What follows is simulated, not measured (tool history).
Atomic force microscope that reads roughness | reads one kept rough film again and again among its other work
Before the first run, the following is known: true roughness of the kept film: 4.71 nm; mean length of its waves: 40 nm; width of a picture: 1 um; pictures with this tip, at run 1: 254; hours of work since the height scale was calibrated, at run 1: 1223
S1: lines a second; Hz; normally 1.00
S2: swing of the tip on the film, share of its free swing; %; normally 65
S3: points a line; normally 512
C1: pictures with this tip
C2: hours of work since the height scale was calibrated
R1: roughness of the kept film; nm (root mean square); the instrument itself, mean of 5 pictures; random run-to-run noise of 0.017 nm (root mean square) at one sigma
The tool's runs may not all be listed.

run 1 hour=0.0 | S1=1.00 S2=65 S3=512 | C1=254 C2=1223 | R1=3.508
run 2 hour=76.9 | S1=1.00 S2=65 S3=512 | C1=374 C2=1270 | R1=3.373
-- hour=84.6 new tip fitted
run 3 hour=114.0 | S1=1.00 S2=65 S3=512 | C1=46 C2=1292 | R1=4.003
run 4 hour=179.7 | S1=1.00 S2=65 S3=512 | C1=149 C2=1332 | R1=3.774
run 5 hour=243.0 | S1=1.00 S2=65 S3=512 | C1=249 C2=1370 | R1=3.572
run 6 hour=277.0 | S1=1.00 S2=65 S3=512 | C1=302 C2=1391 | R1=3.504
-- hour=329.8 new tip fitted
run 7 hour=335.6 | S1=1.98 S2=65 S3=512 | C1=9 C2=1426 | R1=3.891
run 8 hour=407.0 | S1=1.98 S2=65 S3=512 | C1=121 C2=1469 | R1=3.669
run 9 hour=445.1 | S1=1.00 S2=65 S3=512 | C1=181 C2=1492 | R1=3.703
run 10 hour=516.0 | S1=1.00 S2=65 S3=512 | C1=292 C2=1535 | R1=3.467
run 11 hour=552.9 | S1=1.00 S2=65 S3=512 | C1=350 C2=1558 | R1=3.381
-- hour=574.8 new tip fitted
run 12 hour=605.7 | S1=1.00 S2=65 S3=512 | C1=49 C2=1589 | R1=3.958
run 13 hour=664.3 | S1=1.00 S2=65 S3=512 | C1=141 C2=1625 | R1=3.788
run 14 hour=729.4 | S1=1.00 S2=65 S3=512 | C1=243 C2=1664 | R1=3.576
run 15 hour=809.6 | S1=1.00 S2=65 S3=512 | C1=369 C2=1713 | R1=3.378
-- hour=816.0 new tip fitted
run 16 hour=850.5 | S1=1.00 S2=65 S3=512 | C1=54 C2=1738 | R1=3.959
run 17 hour=899.8 | S1=1.00 S2=65 S3=512 | C1=131 C2=1767 | R1=3.766
run 18 hour=973.5 | S1=1.00 S2=65 S3=413 | C1=247 C2=1812 | R1=3.561
run 19 hour=1024.8 | S1=1.00 S2=65 S3=413 | C1=328 C2=1843 | R1=3.418
-- hour=1058.0 new tip fitted
run 20 hour=1088.0 | S1=1.77 S2=65 S3=413 | C1=47 C2=1881 | R1=3.846
run 21 hour=1155.1 | S1=1.77 S2=65 S3=413 | C1=153 C2=1922 | R1=3.622
run 22 hour=1222.0 | S1=1.00 S2=90 S3=512 | C1=258 C2=1962 | R1=3.168
run 23 hour=1281.2 | S1=1.00 S2=87 S3=512 | C1=351 C2=1998 | R1=3.086
-- hour=1300.9 new tip fitted
run 24 hour=1321.0 | S1=1.00 S2=87 S3=512 | C1=32 C2=2022 | R1=3.657
run 25 hour=1375.0 | S1=1.00 S2=87 S3=512 | C1=117 C2=2055 | R1=3.462
run 26 hour=1428.1 | S1=1.00 S2=87 S3=512 | C1=200 C2=2087 | R1=3.336
run 27 hour=1487.7 | S1=1.46 S2=78 S3=512 | C1=294 C2=2123 | R1=3.165
run 28 hour=1539.4 | S1=1.46 S2=78 S3=512 | C1=375 C2=2154 | R1=3.052
-- hour=1545.2 new tip fitted
run 29 hour=1617.1 | S1=1.46 S2=78 S3=512 | C1=113 C2=2201 | R1=3.499
run 30 hour=1652.9 | S1=1.46 S2=78 S3=512 | C1=169 C2=2223 | R1=3.398
run 31 hour=1701.6 | S1=2.69 S2=78 S3=512 | C1=246 C2=2252 | R1=2.985
run 32 hour=1771.1 | S1=2.69 S2=78 S3=537 | C1=355 C2=2295 | R1=2.845
-- hour=1790.6 new tip fitted
run 33 hour=1846.5 | S1=2.69 S2=62 S3=537 | C1=88 C2=2340 | R1=3.665
run 34 hour=1918.9 | S1=2.69 S2=64 S3=316 | C1=202 C2=2384 | R1=3.372
run 35 hour=1988.1 | S1=1.00 S2=77 S3=803 | C1=310 C2=2426 | R1=3.305
-- hour=2026.6 height scale calibrated on a step standard
run 36 hour=2027.7 | S1=0.65 S2=76 S3=683 | C1=371 C2=1 | R1=3.376
-- hour=2035.4 new tip fitted
run 37 hour=2062.0 | S1=0.65 S2=76 S3=683 | C1=42 C2=21 | R1=4.043
run 38 hour=2131.0 | S1=3.45 S2=58 S3=512 | C1=151 C2=63 | R1=3.614
run 39 hour=2187.7 | S1=3.45 S2=58 S3=512 | C1=240 C2=97 | R1=3.475
run 40 hour=2234.2 | S1=0.70 S2=74 S3=499 | C1=313 C2=126 | R1=3.530
-- hour=2277.4 new tip fitted
run 41 hour=2292.3 | S1=0.70 S2=74 S3=499 | C1=24 C2=160 | R1=4.051
run 42 hour=2340.0 | S1=2.91 S2=60 S3=911 | C1=98 C2=189 | R1=3.727
run 43 hour=2395.9 | S1=1.03 S2=60 S3=911 | C1=186 C2=223 | R1=3.802
run 44 hour=2477.5 | S1=3.70 S2=65 S3=358 | C1=315 C2=273 | R1=3.102
-- hour=2521.8 new tip fitted
run 45 hour=2537.9 | S1=1.00 S2=84 S3=777 | C1=25 C2=309 | R1=3.778
run 46 hour=2609.3 | S1=3.56 S2=60 S3=512 | C1=137 C2=352 | R1=3.593
run 47 hour=2688.5 | S1=3.56 S2=60 S3=512 | C1=262 C2=400 | R1=3.400
run 48 hour=2736.1 | S1=3.56 S2=60 S3=512 | C1=337 C2=429 | R1=3.266
-- hour=2764.8 new tip fitted
run 49 hour=2795.5 | S1=1.00 S2=64 S3=512 | C1=48 C2=465 | R1=4.077
run 50 hour=2836.5 | S1=0.57 S2=65 S3=785 | C1=113 C2=490 | R1=3.968
run 51 hour=2901.9 | S1=0.57 S2=65 S3=785 | C1=215 C2=529 | R1=3.770
run 52 hour=2969.1 | S1=0.57 S2=65 S3=785 | C1=321 C2=570 | R1=3.557

Here are 3 independent what-if runs from the current tool condition. What would each one return?
run A hour=3004.4 | S1=0.57 S2=74 S3=279 | C1=377 C2=591 | R1=?
run B hour=3004.4 | S1=0.77 S2=65 S3=512 | C1=377 C2=591 | R1=?
run C hour=3004.4 | S1=1.00 S2=76 S3=512 | C1=377 C2=591 | R1=?

run=A R1=3.362
run=B R1=3.449
run=C R1=3.266
The same runs, with their run-to-run variation unchanged, on a tool lacking any hidden condition would have given:
run=A R1=4.087
run=B R1=4.191
run=C R1=3.970
